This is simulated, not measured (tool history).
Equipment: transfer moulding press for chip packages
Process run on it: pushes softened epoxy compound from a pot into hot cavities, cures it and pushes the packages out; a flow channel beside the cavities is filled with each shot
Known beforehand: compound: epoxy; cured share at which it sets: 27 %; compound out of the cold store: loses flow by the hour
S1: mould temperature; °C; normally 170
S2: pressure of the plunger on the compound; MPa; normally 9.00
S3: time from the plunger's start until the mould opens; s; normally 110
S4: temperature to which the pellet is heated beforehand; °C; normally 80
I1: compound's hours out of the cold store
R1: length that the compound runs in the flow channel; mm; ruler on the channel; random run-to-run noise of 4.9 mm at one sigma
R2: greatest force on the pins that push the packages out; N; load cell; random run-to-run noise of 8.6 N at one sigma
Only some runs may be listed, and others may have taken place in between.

run,hour,S1,S2,S3,S4,I1,R1,R2
1,0.0,170,9.00,110,80,27.4,506,618
2,43.0,170,9.00,110,80,39.4,477,657
# hour 52.6: cavities cleaned with cleaning compound and waxed
# hour 63.4: plunger's sealing rings changed
3,115.2,170,8.74,110,80,11.5,547,568
# hour 160.8: cavities cleaned with cleaning compound and waxed
4,166.1,170,8.74,110,80,30.2,509,403
5,213.4,170,9.00,110,80,34.4,500,550
# hour 262.8: cavities cleaned with cleaning compound and waxed
6,295.8,170,9.00,110,80,42.3,478,503
# hour 366.2: cavities cleaned with cleaning compound and waxed
# hour 382.5: plunger's sealing rings changed
7,393.1,170,9.00,110,80,43.3,500,484
8,444.0,170,9.00,110,80,25.6,524,596
# hour 455.9: mould's thermocouples calibrated
# hour 478.4: cavities cleaned with cleaning compound and waxed
9,521.5,170,7.35,110,82,28.8,469,532
10,569.7,170,7.52,123,82,22.7,476,591
# hour 580.7: cavities cleaned with cleaning compound and waxed
11,669.8,173,7.52,123,82,25.5,468,562
# hour 681.7: cavities cleaned with cleaning compound and waxed
# hour 697.7: plunger's sealing rings changed
12,767.7,173,7.52,123,82,37.4,453,554
# hour 786.1: cavities cleaned with cleaning compound and waxed
13,840.8,173,10.99,123,82,11.4,607,508

Forecast run 14:
# hour 889.6: cavities cleaned with cleaning compound and waxed
14,893.5,173,10.99,138,82,44.9,?,?

{"run 14": {"R1": 520, "R2": 348}}
Had the tool carried no hidden state, the very same run would have given R1 535 mm, R2 322 N.

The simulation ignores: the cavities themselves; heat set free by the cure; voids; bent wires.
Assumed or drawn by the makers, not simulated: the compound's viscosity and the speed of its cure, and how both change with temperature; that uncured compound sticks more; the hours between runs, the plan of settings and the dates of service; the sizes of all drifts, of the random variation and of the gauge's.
